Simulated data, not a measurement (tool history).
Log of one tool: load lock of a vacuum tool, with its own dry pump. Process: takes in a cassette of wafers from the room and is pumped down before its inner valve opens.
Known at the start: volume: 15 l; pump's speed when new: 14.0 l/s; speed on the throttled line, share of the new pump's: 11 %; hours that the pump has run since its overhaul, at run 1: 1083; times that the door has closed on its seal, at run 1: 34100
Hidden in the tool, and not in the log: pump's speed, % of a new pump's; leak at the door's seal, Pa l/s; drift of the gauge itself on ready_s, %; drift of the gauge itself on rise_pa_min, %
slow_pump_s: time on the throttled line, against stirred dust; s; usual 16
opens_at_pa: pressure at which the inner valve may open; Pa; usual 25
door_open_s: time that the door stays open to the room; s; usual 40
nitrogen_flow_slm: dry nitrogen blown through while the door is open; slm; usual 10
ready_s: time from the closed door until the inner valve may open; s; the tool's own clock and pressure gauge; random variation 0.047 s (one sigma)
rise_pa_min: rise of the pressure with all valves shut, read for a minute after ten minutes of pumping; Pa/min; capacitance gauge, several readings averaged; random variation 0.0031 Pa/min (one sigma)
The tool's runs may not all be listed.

run,hour,slow_pump_s,opens_at_pa,door_open_s,nitrogen_flow_slm,hours that the pump has run since its overhaul,times that the door has closed on its seal,"incoming humidity of the room's air, %",ready_s,rise_pa_min
1,0.0,16,25,40,10,1083,34100,43.6,23.41,0.275
2,82.0,16,25,40,10,1165,34366,47.3,23.47,0.285
3,177.2,16,25,40,6,1260,34674,43.7,23.41,0.289
4,296.6,16,25,40,6,1379,35061,44.7,23.41,0.293
5,417.1,16,25,40,6,1500,35452,44.1,23.48,0.294
6,583.5,16,25,59,10,1666,35992,48.5,23.48,0.311
7,743.5,16,25,59,10,1826,36510,44.1,23.47,0.316
8,903.1,23,26,38,26,1986,37028,44.4,29.70,0.288
9,1006.9,24,40,26,4,2090,37364,42.1,29.98,0.299
10,1188.9,11,19,40,10,2272,37955,45.5,19.34,0.318
11,1284.5,23,27,234,10,2367,38264,44.3,29.64,0.425

3 ways to go on from here, each from the tool as it stands after run 11. What would each give?
A,1434.7,16,25,181,10,2517,38751,43.3,?,?
B,1434.7,23,33,49,10,2517,38751,40.4,?,?
C,1434.7,9,19,234,38,2517,38751,43.7,?,?

run,ready_s,rise_pa_min
A,23.47,0.395
B,29.35,0.332
C,17.58,0.353
Without the tool's hidden state the same runs would have given:
run,ready_s,rise_pa_min
A,23.22,0.121
B,29.15,0.059
C,17.30,0.084

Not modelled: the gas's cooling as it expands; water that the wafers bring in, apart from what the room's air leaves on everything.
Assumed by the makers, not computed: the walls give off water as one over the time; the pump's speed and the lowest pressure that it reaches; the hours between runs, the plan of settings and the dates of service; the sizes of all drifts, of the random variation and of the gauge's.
